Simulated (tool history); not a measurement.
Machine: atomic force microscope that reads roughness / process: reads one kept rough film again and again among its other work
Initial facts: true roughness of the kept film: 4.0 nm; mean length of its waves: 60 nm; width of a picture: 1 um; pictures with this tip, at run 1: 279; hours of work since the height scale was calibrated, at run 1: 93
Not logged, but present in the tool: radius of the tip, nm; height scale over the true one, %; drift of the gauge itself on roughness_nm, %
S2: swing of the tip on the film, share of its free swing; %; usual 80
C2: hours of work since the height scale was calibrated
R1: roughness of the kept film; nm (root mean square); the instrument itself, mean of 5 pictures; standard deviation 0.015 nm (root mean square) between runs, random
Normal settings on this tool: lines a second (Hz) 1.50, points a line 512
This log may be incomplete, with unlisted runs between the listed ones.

run 1 hour=0.0 | lines_a_second_(Hz)=1.50 S2=80 points_a_line=512 | pictures_with_this_tip=279 C2=93 | R1=3.389
run 2 hour=28.0 | lines_a_second_(Hz)=1.50 S2=80 points_a_line=512 | pictures_with_this_tip=304 C2=110 | R1=3.324
run 3 hour=44.6 | lines_a_second_(Hz)=1.50 S2=80 points_a_line=512 | pictures_with_this_tip=319 C2=119 | R1=3.340
-- hour=65.1 new tip fitted
run 4 hour=65.1 | lines_a_second_(Hz)=1.50 S2=80 points_a_line=512 | pictures_with_this_tip=0 C2=131 | R1=3.583
run 5 hour=82.9 | lines_a_second_(Hz)=1.50 S2=80 points_a_line=512 | pictures_with_this_tip=15 C2=141 | R1=3.553
run 6 hour=107.1 | lines_a_second_(Hz)=1.50 S2=80 points_a_line=931 | pictures_with_this_tip=37 C2=155 | R1=3.562
run 7 hour=136.2 | lines_a_second_(Hz)=1.50 S2=80 points_a_line=931 | pictures_with_this_tip=63 C2=172 | R1=3.517
run 8 hour=161.5 | lines_a_second_(Hz)=1.50 S2=80 points_a_line=512 | pictures_with_this_tip=86 C2=187 | R1=3.510
run 9 hour=187.1 | lines_a_second_(Hz)=1.50 S2=80 points_a_line=270 | pictures_with_this_tip=109 C2=202 | R1=3.481
run 10 hour=218.2 | lines_a_second_(Hz)=1.50 S2=80 points_a_line=270 | pictures_with_this_tip=137 C2=220 | R1=3.437
run 11 hour=236.6 | lines_a_second_(Hz)=1.50 S2=80 points_a_line=270 | pictures_with_this_tip=153 C2=231 | R1=3.422
run 12 hour=257.4 | lines_a_second_(Hz)=1.50 S2=80 points_a_line=270 | pictures_with_this_tip=172 C2=243 | R1=3.414
run 13 hour=291.8 | lines_a_second_(Hz)=1.50 S2=80 points_a_line=270 | pictures_with_this_tip=203 C2=263 | R1=3.437
run 14 hour=327.5 | lines_a_second_(Hz)=1.69 S2=80 points_a_line=512 | pictures_with_this_tip=235 C2=284 | R1=3.363
run 15 hour=349.7 | lines_a_second_(Hz)=2.52 S2=80 points_a_line=512 | pictures_with_this_tip=254 C2=297 | R1=3.191
run 16 hour=385.7 | lines_a_second_(Hz)=2.52 S2=80 points_a_line=512 | pictures_with_this_tip=287 C2=318 | R1=3.179
run 17 hour=407.8 | lines_a_second_(Hz)=2.52 S2=80 points_a_line=512 | pictures_with_this_tip=306 C2=331 | R1=3.151
-- hour=443.0 new tip fitted
run 18 hour=445.2 | lines_a_second_(Hz)=0.50 S2=59 points_a_line=803 | pictures_with_this_tip=2 C2=352 | R1=3.871
run 19 hour=475.3 | lines_a_second_(Hz)=0.50 S2=59 points_a_line=803 | pictures_with_this_tip=29 C2=370 | R1=3.846
run 20 hour=515.1 | lines_a_second_(Hz)=0.50 S2=59 points_a_line=803 | pictures_with_this_tip=65 C2=393 | R1=3.802
run 21 hour=547.5 | lines_a_second_(Hz)=0.50 S2=59 points_a_line=803 | pictures_with_this_tip=94 C2=412 | R1=3.784
run 22 hour=576.2 | lines_a_second_(Hz)=1.50 S2=56 points_a_line=705 | pictures_with_this_tip=120 C2=428 | R1=3.712
run 23 hour=605.3 | lines_a_second_(Hz)=0.68 S2=74 points_a_line=742 | pictures_with_this_tip=146 C2=445 | R1=3.651
run 24 hour=645.7 | lines_a_second_(Hz)=0.68 S2=74 points_a_line=742 | pictures_with_this_tip=182 C2=469 | R1=3.627
run 25 hour=681.7 | lines_a_second_(Hz)=3.93 S2=75 points_a_line=359 | pictures_with_this_tip=214 C2=490 | R1=3.115
run 26 hour=710.9 | lines_a_second_(Hz)=3.93 S2=75 points_a_line=359 | pictures_with_this_tip=240 C2=507 | R1=3.088
run 27 hour=736.3 | lines_a_second_(Hz)=1.17 S2=78 points_a_line=512 | pictures_with_this_tip=263 C2=522 | R1=3.452
run 28 hour=766.9 | lines_a_second_(Hz)=1.17 S2=61 points_a_line=512 | pictures_with_this_tip=291 C2=539 | R1=3.566
run 29 hour=795.2 | lines_a_second_(Hz)=0.76 S2=80 points_a_line=848 | pictures_with_this_tip=316 C2=556 | R1=3.479
-- hour=817.7 new tip fitted
run 30 hour=832.1 | lines_a_second_(Hz)=0.76 S2=87 points_a_line=848 | pictures_with_this_tip=13 C2=577 | R1=3.602
run 31 hour=865.6 | lines_a_second_(Hz)=0.82 S2=63 points_a_line=803 | pictures_with_this_tip=42 C2=597 | R1=3.762
run 32 hour=882.6 | lines_a_second_(Hz)=2.19 S2=79 points_a_line=796 | pictures_with_this_tip=58 C2=607 | R1=3.400
run 33 hour=920.4 | lines_a_second_(Hz)=2.19 S2=79 points_a_line=796 | pictures_with_this_tip=91 C2=629 | R1=3.361

Forecast each of these 3 alternatives for the next run:
run A hour=941.5 | lines_a_second_(Hz)=1.40 S2=67 points_a_line=902 | pictures_with_this_tip=110 C2=641 | R1=?
run B hour=941.5 | lines_a_second_(Hz)=1.50 S2=73 points_a_line=512 | pictures_with_this_tip=110 C2=641 | R1=?
run C hour=941.5 | lines_a_second_(Hz)=1.50 S2=78 points_a_line=651 | pictures_with_this_tip=110 C2=641 | R1=?

run=A R1=3.652
run=B R1=3.550
run=C R1=3.505
Without the tool's hidden state the same runs would have given:
run=A R1=3.763
run=B R1=3.658
run=C R1=3.611
